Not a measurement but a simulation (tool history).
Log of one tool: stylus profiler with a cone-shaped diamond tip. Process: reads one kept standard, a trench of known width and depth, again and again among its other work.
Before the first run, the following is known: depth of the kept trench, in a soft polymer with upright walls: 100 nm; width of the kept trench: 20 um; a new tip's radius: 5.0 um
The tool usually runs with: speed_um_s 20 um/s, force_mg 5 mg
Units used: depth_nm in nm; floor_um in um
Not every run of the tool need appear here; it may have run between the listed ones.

run	hour	speed_um_s	force_mg	depth_nm	floor_um
1	0	20	5	101.68	17.76
2	13.4	20	5	101.54	17.81
3	27.2	20	5	101.5	17.74
4	41.9	20	5	101.44	17.74
5	56.4	20	5	101.43	17.7
6	73	70	5	101.53	17.49
7	88.9	20	5	101.6	17.71
8	104.8	20	5	101.55	17.73
9	120.7	20	5	101.48	17.7
10	132.1	20	5	101.53	17.74
11	140.8	20	5	101.44	17.73
12	150	20	5	101.52	17.68
13	164	52	8.52	102.19	17.63
14	177.1	24	2.17	100.78	17.68
15	194	13	3.13	101.15	17.73
16	205.4	13	3.13	101.14	17.67
17	222.1	13	3.13	100.99	17.7
18	238.9	8	14.03	103.22	17.77
19	247.1	39	2.65	100.77	17.57
20	254.9	33	2.58	100.9	17.6
21	270.5	33	2.58	100.93	17.58
22	281.8	33	2.58	100.88	17.59
23	296.9	18	9.76	102.63	17.72
24	304.8	6	7.02	101.89	17.79

4 options for the next run, each taken on its own from the tool as it stands now. Forecast them:
A	320.1	11	2.8	?	?
B	320.1	8	8.57	?	?
C	320.1	24	3.15	?	?
D	320.1	8	7.83	?	?

run	depth_nm	floor_um
A	100.94	17.67
B	102.15	17.69
C	100.94	17.58
D	102.04	17.72
With the hidden condition removed and each run's random variation left untouched, the same runs would have given:
run	depth_nm	floor_um
A	101.23	17.93
B	102.44	17.95
C	101.22	17.84
D	102.33	17.98
